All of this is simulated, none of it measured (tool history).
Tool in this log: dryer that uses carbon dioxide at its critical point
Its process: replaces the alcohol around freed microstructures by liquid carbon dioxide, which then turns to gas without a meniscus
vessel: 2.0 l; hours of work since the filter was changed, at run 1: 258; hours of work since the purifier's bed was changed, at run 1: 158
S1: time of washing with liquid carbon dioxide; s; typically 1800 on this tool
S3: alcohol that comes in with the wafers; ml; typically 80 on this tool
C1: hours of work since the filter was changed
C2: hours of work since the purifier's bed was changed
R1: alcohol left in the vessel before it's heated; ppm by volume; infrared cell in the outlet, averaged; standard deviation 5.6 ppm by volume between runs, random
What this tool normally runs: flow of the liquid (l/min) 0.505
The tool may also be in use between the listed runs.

Run 1, hour 0.0: usual settings; C1 258; C2 158. Result: R1 235 ppm by volume.
Run 2, hour 9.2: usual settings; C1 262; C2 162. Result: R1 240 ppm by volume.
Run 3, hour 16.3: usual settings; C1 265; C2 166. Result: R1 252 ppm by volume.
Run 4, hour 22.7: usual settings but S3 95 ml; C1 268; C2 169. Result: R1 280 ppm by volume.
Run 5, hour 28.0: usual settings but flow of the liquid (l/min) 0.715; C1 271; C2 171. Result: R1 55 ppm by volume.
Run 6, hour 36.8: usual settings but flow of the liquid (l/min) 0.715; C1 274; C2 175. Result: R1 59 ppm by volume.
Run 7, hour 41.6: usual settings but flow of the liquid (l/min) 0.715; C1 277; C2 177. Result: R1 70 ppm by volume.
Run 8, hour 46.5: usual settings but S3 20 ml; C1 279; C2 179. Result: R1 83 ppm by volume.
Run 9, hour 53.6: usual settings but S3 20 ml; C1 282; C2 183. Result: R1 81 ppm by volume.
Run 10, hour 60.7: usual settings but flow of the liquid (l/min) 0.706, S3 20 ml; C1 285; C2 186. Result: R1 33 ppm by volume.
Run 11, hour 68.2: usual settings but flow of the liquid (l/min) 0.706, S3 20 ml; C1 289; C2 189. Result: R1 38 ppm by volume.
Run 12, hour 74.7: usual settings but flow of the liquid (l/min) 0.706, S3 20 ml; C1 292; C2 192. Result: R1 37 ppm by volume.
Run 13, hour 83.0: usual settings but S3 26 ml; C1 295; C2 196. Result: R1 104 ppm by volume.
Run 14, hour 87.9: usual settings but S3 26 ml; C1 298; C2 198. Result: R1 112 ppm by volume.
Run 15, hour 94.3: usual settings but S3 26 ml; C1 301; C2 201. Result: R1 101 ppm by volume.
Run 16, hour 100.4: usual settings but S3 26 ml; C1 303; C2 204. Result: R1 110 ppm by volume.
Run 17, hour 104.9: usual settings but S1 2520 s, flow of the liquid (l/min) 0.773, S3 45 ml; C1 305; C2 206. Result: R1 32 ppm by volume.
Run 18, hour 111.3: usual settings but S1 2520 s, flow of the liquid (l/min) 0.773, S3 45 ml; C1 308; C2 209. Result: R1 38 ppm by volume.
Run 19, hour 117.6: usual settings but flow of the liquid (l/min) 0.321, S3 35 ml; C1 311; C2 212. Result: R1 749 ppm by volume.
Run 20, hour 124.1: usual settings but flow of the liquid (l/min) 0.321, S3 35 ml; C1 314; C2 215. Result: R1 721 ppm by volume.
Run 21, hour 130.0: usual settings but S1 2460 s, flow of the liquid (l/min) 0.584, S3 34 ml; C1 317; C2 217. Result: R1 50 ppm by volume.
Run 22, hour 136.4: usual settings but S1 1740 s, flow of the liquid (l/min) 0.393; C1 320; C2 220. Result: R1 934 ppm by volume.
Run 23, hour 145.0: usual settings but S1 2880 s, flow of the liquid (l/min) 0.462, S3 86 ml; C1 324; C2 224. Result: R1 71 ppm by volume.
Run 24, hour 150.9: usual settings but S1 2880 s, flow of the liquid (l/min) 0.462, S3 86 ml; C1 326; C2 227. Result: R1 62 ppm by volume.
Run 25, hour 155.0: usual settings but S1 2880 s, flow of the liquid (l/min) 0.462, S3 86 ml; C1 328; C2 229. Result: R1 57 ppm by volume.
Run 26, hour 161.9: usual settings but S1 2880 s, flow of the liquid (l/min) 0.462, S3 86 ml; C1 331; C2 232. Result: R1 64 ppm by volume.
Run 27, hour 170.9: usual settings but S1 2340 s, flow of the liquid (l/min) 0.388, S3 86 ml; C1 335; C2 236. Result: R1 298 ppm by volume.
Run 28, hour 179.0: usual settings but S1 1860 s, S3 28 ml; C1 339; C2 239. Result: R1 108 ppm by volume.
Run 29, hour 186.1: usual settings but S1 1860 s, S3 28 ml; C1 342; C2 243. Result: R1 113 ppm by volume.
Run 30, hour 190.8: usual settings but S1 1860 s, S3 28 ml; C1 344; C2 245. Result: R1 107 ppm by volume.
Run 31, hour 200.0: usual settings but S1 1500 s, flow of the liquid (l/min) 0.855, S3 23 ml; C1 348; C2 249. Result: R1 44 ppm by volume.

Had the tool no unlogged condition, and each run kept its random variation, what would the results have been?
The hidden state here: flow that reaches the vessel past the clogged filter, %; alcohol in the recycled carbon dioxide, ppm; drift of the gauge itself on alcohol_ppm, %.
run   R1
  1  163
  2  166
  3  177
  4  196
  5   21
  6   25
  7   35
  8   42
  9   39
 10    2
 11    8
 12    5
 13   57
 14   63
 15   53
 16   60
 17    0
 18    6
 19  597
 20  571
 21   14
 22  718
 23   28
 24   19
 25   14
 26   22
 27  192
 28   52
 29   57
 30   50
 31    5

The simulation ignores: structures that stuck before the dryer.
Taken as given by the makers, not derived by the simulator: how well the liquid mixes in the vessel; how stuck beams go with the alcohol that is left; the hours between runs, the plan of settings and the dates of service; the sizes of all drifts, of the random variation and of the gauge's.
